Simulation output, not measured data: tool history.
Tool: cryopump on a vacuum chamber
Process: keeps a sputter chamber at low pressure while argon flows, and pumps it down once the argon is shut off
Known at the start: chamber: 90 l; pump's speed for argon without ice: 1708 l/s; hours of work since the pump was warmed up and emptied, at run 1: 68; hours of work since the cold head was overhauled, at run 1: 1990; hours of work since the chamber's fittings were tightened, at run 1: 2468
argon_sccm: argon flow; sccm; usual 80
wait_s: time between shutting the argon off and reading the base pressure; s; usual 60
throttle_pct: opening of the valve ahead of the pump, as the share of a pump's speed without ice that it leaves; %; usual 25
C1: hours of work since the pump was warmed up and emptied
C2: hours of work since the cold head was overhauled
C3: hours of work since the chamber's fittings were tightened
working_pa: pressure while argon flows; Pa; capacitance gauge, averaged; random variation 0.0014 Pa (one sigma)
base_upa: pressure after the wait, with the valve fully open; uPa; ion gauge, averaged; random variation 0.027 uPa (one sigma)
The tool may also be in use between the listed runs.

Run 1, hour 0: usual settings; C1 68; C2 1990; C3 2468. Result: working_pa 0.3224 Pa, base_upa 2.95 uPa.
Run 2, hour 57.9: usual settings but throttle_pct 18 %; C1 97; C2 2019; C3 2497. Result: working_pa 0.4492 Pa, base_upa 3.01 uPa.
Run 3, hour 144.5: usual settings but throttle_pct 18 %; C1 139; C2 2061; C3 2540. Result: working_pa 0.4535 Pa, base_upa 3.21 uPa.
Run 4, hour 224.5: usual settings but throttle_pct 18 %; C1 179; C2 2101; C3 2579. Result: working_pa 0.4551 Pa, base_upa 3.17 uPa.
Run 5, hour 336: usual settings but argon_sccm 91 sccm, throttle_pct 18 %; C1 234; C2 2156; C3 2634. Result: working_pa 0.5185 Pa, base_upa 3.43 uPa.
Run 6, hour 408.9: usual settings but wait_s 24 s; C1 270; C2 2192; C3 2670. Result: working_pa 0.3404 Pa, base_upa 5.05 uPa.
Run 7, hour 458.9: usual settings; C1 294; C2 2216; C3 2695. Result: working_pa 0.3421 Pa, base_upa 3.71 uPa.
Run 8, hour 579.7: usual settings; C1 354; C2 2276; C3 2754. Result: working_pa 0.3485 Pa, base_upa 3.82 uPa.
Run 9, hour 645.5: usual settings; C1 386; C2 2308; C3 2787. Result: working_pa 0.3508 Pa, base_upa 3.85 uPa.
Run 10, hour 739.9: usual settings; C1 433; C2 2355; C3 2833. Result: working_pa 0.3563 Pa, base_upa 4.15 uPa.
At hour 764.6: pump warmed up, emptied and cooled again.
Run 11, hour 834.9: usual settings; C1 35; C2 2399; C3 2878. Result: working_pa 0.3237 Pa, base_upa 3.2 uPa.
Run 12, hour 891.8: usual settings but argon_sccm 35 sccm; C1 63; C2 2427; C3 2906. Result: working_pa 0.1401 Pa, base_upa 3.27 uPa.
Run 13, hour 1011.2: usual settings but argon_sccm 46 sccm; C1 122; C2 2486; C3 2965. Result: working_pa 0.1879 Pa, base_upa 3.42 uPa.
Run 14, hour 1062.9: usual settings but argon_sccm 46 sccm; C1 147; C2 2512; C3 2990. Result: working_pa 0.1875 Pa, base_upa 3.43 uPa.
Run 15, hour 1126.8: usual settings but throttle_pct 38 %; C1 179; C2 2543; C3 3022. Result: working_pa 0.2226 Pa, base_upa 3.67 uPa.
Run 16, hour 1182.1: usual settings but argon_sccm 130 sccm, wait_s 268 s, throttle_pct 38 %; C1 206; C2 2571; C3 3049. Result: working_pa 0.3629 Pa, base_upa 2.91 uPa.
Run 17, hour 1235.9: usual settings but argon_sccm 38 sccm, wait_s 138 s, throttle_pct 36 %; C1 232; C2 2597; C3 3075. Result: working_pa 0.1144 Pa, base_upa 3.36 uPa.
Run 18, hour 1295.9: usual settings but wait_s 45 s, throttle_pct 16 %; C1 262; C2 2627; C3 3105. Result: working_pa 0.5181 Pa, base_upa 4.26 uPa.
Run 19, hour 1363.6: usual settings but argon_sccm 52 sccm, wait_s 33 s, throttle_pct 16 %; C1 295; C2 2660; C3 3138. Result: working_pa 0.3383 Pa, base_upa 4.81 uPa.
At hour 1429.5: leaking fittings of the chamber tightened, without venting.
Run 20, hour 1455.8: usual settings but argon_sccm 52 sccm, wait_s 33 s, throttle_pct 16 %; C1 340; C2 2705; C3 13. Result: working_pa 0.3418 Pa, base_upa 2.13 uPa.
Run 21, hour 1568.8: usual settings but argon_sccm 34 sccm, wait_s 33 s, throttle_pct 16 %; C1 396; C2 2760; C3 69. Result: working_pa 0.2252 Pa, base_upa 2.17 uPa.
Run 22, hour 1626.5: usual settings but argon_sccm 115 sccm, wait_s 96 s, throttle_pct 22 %; C1 424; C2 2789; C3 97. Result: working_pa 0.5717 Pa, base_upa 0.98 uPa.
At hour 1669.7: pump warmed up, emptied and cooled again.
Run 23, hour 1713.9: usual settings but argon_sccm 50 sccm, wait_s 97 s, throttle_pct 19 %; C1 22; C2 2829; C3 138. Result: working_pa 0.2636 Pa, base_upa 0.91 uPa.
Run 24, hour 1790.1: usual settings but argon_sccm 34 sccm, wait_s 97 s, throttle_pct 15 %; C1 59; C2 2867; C3 175. Result: working_pa 0.2276 Pa, base_upa 0.94 uPa.
Run 25, hour 1891.5: usual settings but wait_s 160 s, throttle_pct 49 %; C1 109; C2 2917; C3 225. Result: working_pa 0.1698 Pa, base_upa 0.79 uPa.
Run 26, hour 2003.8: usual settings but argon_sccm 45 sccm, wait_s 160 s, throttle_pct 49 %; C1 165; C2 2972; C3 281. Result: working_pa 0.0978 Pa, base_upa 0.84 uPa.
Run 27, hour 2100.3: usual settings but argon_sccm 37 sccm, wait_s 64 s, throttle_pct 21 %; C1 212; C2 3020; C3 328. Result: working_pa 0.1824 Pa, base_upa 1.39 uPa.

Some steps in working_pa between neighbouring runs. How much of each would the tool show without its hidden state too (settings, what came in, random variation), and how much is left for the hidden state, with any gauge scatter that isn't in both results?
The hidden state here: pump's speed, % of a pump's without ice; cold plate's temperature, K; leak into the chamber, uPa l/s; drift of the gauge itself on working_pa, %; drift of the gauge itself on base_upa, %.
Run 17 -> 18: argon_sccm 38 -> 80, wait_s 138 -> 45, throttle_pct 36 -> 16. working_pa +0.4037 Pa: hidden state +0.0127, all else +0.391.
Run 21 -> 22: argon_sccm 34 -> 115, wait_s 33 -> 96, throttle_pct 16 -> 22. working_pa +0.3465 Pa: hidden state +0.0411, all else +0.3054.
Run 22 -> 23: argon_sccm 115 -> 50, wait_s 96 -> 97, throttle_pct 22 -> 19, pump warmed up, emptied and cooled again. working_pa -0.3081 Pa: hidden state -0.0545, all else -0.2536.

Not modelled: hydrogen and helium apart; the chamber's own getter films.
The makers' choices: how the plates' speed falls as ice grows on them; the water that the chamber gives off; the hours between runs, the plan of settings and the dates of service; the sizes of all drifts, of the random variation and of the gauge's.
